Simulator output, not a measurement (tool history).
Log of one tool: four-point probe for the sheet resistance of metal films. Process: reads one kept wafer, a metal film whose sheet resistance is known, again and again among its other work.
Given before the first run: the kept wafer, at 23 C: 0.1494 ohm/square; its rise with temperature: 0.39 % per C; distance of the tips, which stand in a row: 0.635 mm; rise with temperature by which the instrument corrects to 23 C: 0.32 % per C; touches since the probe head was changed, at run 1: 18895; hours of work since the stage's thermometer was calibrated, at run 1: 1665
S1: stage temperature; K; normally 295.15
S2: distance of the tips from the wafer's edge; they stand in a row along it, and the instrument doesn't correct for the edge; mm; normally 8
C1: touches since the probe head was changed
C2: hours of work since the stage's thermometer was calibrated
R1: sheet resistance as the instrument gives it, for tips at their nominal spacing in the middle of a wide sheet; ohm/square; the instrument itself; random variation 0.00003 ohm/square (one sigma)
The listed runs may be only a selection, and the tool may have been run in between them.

run,day,S1,S2,C1,C2,R1
1,0,295.15,8,18895,1665,0.149419
2,2.504,295.15,20,19726,1705,0.148997
3,5.233,295.15,8,20632,1748,0.149362
4,7.929,295.15,8,21526,1791,0.149431
5,10.75,295.15,8,22464,1836,0.149363
6,13.075,295.15,8,23235,1873,0.149391
7,15.267,295.15,8,23963,1908,0.149311
8,18.054,295.15,8,24888,1953,0.149313
9,20.258,300.15,8,25620,1988,0.149794
10,21.958,300.15,8,26185,2015,0.149807
11,23.4,295.15,8,26663,2038,0.149272
12,26.004,295.15,8,27528,2080,0.149284
13,28.325,295.15,8,28298,2117,0.149201
14,30.812,308.15,8,29124,2156,0.15051
15,32.154,308.15,8,29570,2178,0.150558
16,34.346,308.15,8,30298,2213,0.150536
17,36.338,295.15,8,30959,2244,0.149285
18,37.888,295.15,8,31474,2269,0.149212
19,39.442,304.15,6,31989,2294,0.15051
20,40.646,296.15,65,32389,2313,0.14877
21,42.083,296.15,65,32866,2336,0.148804
22,43.883,305.15,4,33465,2365,0.151638
23,45.446,293.15,6,33983,2389,0.149317
24,47.412,293.15,6,34636,2421,0.149316
25,49.188,305.15,43,35225,2449,0.149639
26,51.5,291.15,8,35992,2486,0.148748
27,53.617,291.15,8,36696,2520,0.148694
28,54.892,291.15,8,37119,2540,0.148682
29,57.708,307.15,38,38054,2585,0.149765
30,59.75,303.15,62,38731,2617,0.149385
31,60.996,301.15,75,39146,2637,0.149202
32,63.592,295.15,4,40007,2679,0.150539
33,65.796,295.15,4,40739,2714,0.150496
34,67.025,295.15,4,41148,2733,0.150488

Consider 4 possible next runs. They are alternatives, not a sequence: every one starts from the tool as it was left by run 34. What does each give?
A,69.575,297.15,4,41994,2774,?
B,69.575,302.15,18,41994,2774,?
C,69.575,295.15,72,41994,2774,?
D,69.575,295.15,14,41994,2774,?

run,R1
A,0.150686
B,0.14933
C,0.14852
D,0.148625
Without the tool's hidden state the same runs would have given:
run,R1
A,0.151478
B,0.150106
C,0.149304
D,0.14941
